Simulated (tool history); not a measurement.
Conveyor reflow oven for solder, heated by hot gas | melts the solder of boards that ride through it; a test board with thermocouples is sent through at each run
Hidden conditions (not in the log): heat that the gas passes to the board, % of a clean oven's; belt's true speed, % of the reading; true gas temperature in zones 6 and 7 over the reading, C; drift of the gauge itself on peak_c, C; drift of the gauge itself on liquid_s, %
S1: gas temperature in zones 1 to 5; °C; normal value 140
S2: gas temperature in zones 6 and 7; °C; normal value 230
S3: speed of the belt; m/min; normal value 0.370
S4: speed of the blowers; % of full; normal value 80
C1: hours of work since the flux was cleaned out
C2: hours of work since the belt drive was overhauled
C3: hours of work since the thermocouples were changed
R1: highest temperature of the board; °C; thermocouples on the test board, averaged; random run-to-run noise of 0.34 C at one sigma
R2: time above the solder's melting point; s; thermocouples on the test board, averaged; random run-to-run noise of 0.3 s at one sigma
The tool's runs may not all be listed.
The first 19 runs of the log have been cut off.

{"run": 20, "hour": 144.6, "S1": 144, "S2": 244, "S3": 0.307, "S4": 50, "C1": 47, "C2": 130, "C3": 333, "R1": 228.4, "R2": 103.1}
{"run": 21, "hour": 150.0, "S1": 144, "S2": 244, "S3": 0.307, "S4": 50, "C1": 49, "C2": 132, "C3": 335, "R1": 229.1, "R2": 102.6}
{"run": 22, "hour": 155.9, "S1": 144, "S2": 241, "S3": 0.434, "S4": 61, "C1": 52, "C2": 134, "C3": 338, "R1": 217.7, "R2": 63.7}
{"run": 23, "hour": 160.2, "S1": 144, "S2": 241, "S3": 0.434, "S4": 61, "C1": 54, "C2": 136, "C3": 340, "R1": 217.3, "R2": 63.3}
{"run": 24, "hour": 165.2, "S1": 144, "S2": 241, "S3": 0.434, "S4": 61, "C1": 56, "C2": 139, "C3": 342, "R1": 217.7, "R2": 63.2}
{"run": 25, "hour": 173.1, "S1": 144, "S2": 241, "S3": 0.434, "S4": 89, "C1": 60, "C2": 142, "C3": 345, "R1": 224.7, "R2": 69.7}
{"run": 26, "hour": 179.9, "S1": 144, "S2": 241, "S3": 0.434, "S4": 89, "C1": 62, "C2": 145, "C3": 348, "R1": 223.8, "R2": 69.5}
{"run": 27, "hour": 186.6, "S1": 144, "S2": 241, "S3": 0.434, "S4": 89, "C1": 65, "C2": 148, "C3": 351, "R1": 224.1, "R2": 70.3}
{"run": 28, "hour": 191.1, "S1": 127, "S2": 224, "S3": 0.305, "S4": 89, "C1": 67, "C2": 150, "C3": 353, "R1": 216.2, "R2": 86.2}
{"run": 29, "hour": 197.9, "S1": 127, "S2": 224, "S3": 0.305, "S4": 89, "C1": 70, "C2": 153, "C3": 356, "R1": 216.2, "R2": 86.4}
{"run": 30, "hour": 202.7, "S1": 131, "S2": 221, "S3": 0.37, "S4": 74, "C1": 72, "C2": 155, "C3": 358, "R1": 206.6, "R2": 58.6}

5 options for the next run, each taken on its own from the tool as it stands now. Forecast them:
{"run": "A", "hour": 210.0, "S1": 131, "S2": 245, "S3": 0.353, "S4": 74, "C1": 76, "C2": 158, "C3": 361, "R1": "?", "R2": "?"}
{"run": "B", "hour": 210.0, "S1": 140, "S2": 230, "S3": 0.426, "S4": 80, "C1": 76, "C2": 158, "C3": 361, "R1": "?", "R2": "?"}
{"run": "C", "hour": 210.0, "S1": 146, "S2": 221, "S3": 0.371, "S4": 74, "C1": 76, "C2": 158, "C3": 361, "R1": "?", "R2": "?"}
{"run": "D", "hour": 210.0, "S1": 131, "S2": 221, "S3": 0.37, "S4": 64, "C1": 76, "C2": 158, "C3": 361, "R1": "?", "R2": "?"}
{"run": "E", "hour": 210.0, "S1": 131, "S2": 245, "S3": 0.348, "S4": 74, "C1": 76, "C2": 158, "C3": 361, "R1": "?", "R2": "?"}

run=A R1=229.3 R2=83.8
run=B R1=213.3 R2=60.3
run=C R1=208.5 R2=68.6
run=D R1=204.0 R2=54.5
run=E R1=229.4 R2=86.3
Had the tool no hidden state, the same runs would have come out as:
run=A R1=230.1 R2=84.4
run=B R1=214.1 R2=61.2
run=C R1=209.1 R2=69.6
run=D R1=204.7 R2=55.7
run=E R1=230.2 R2=86.9
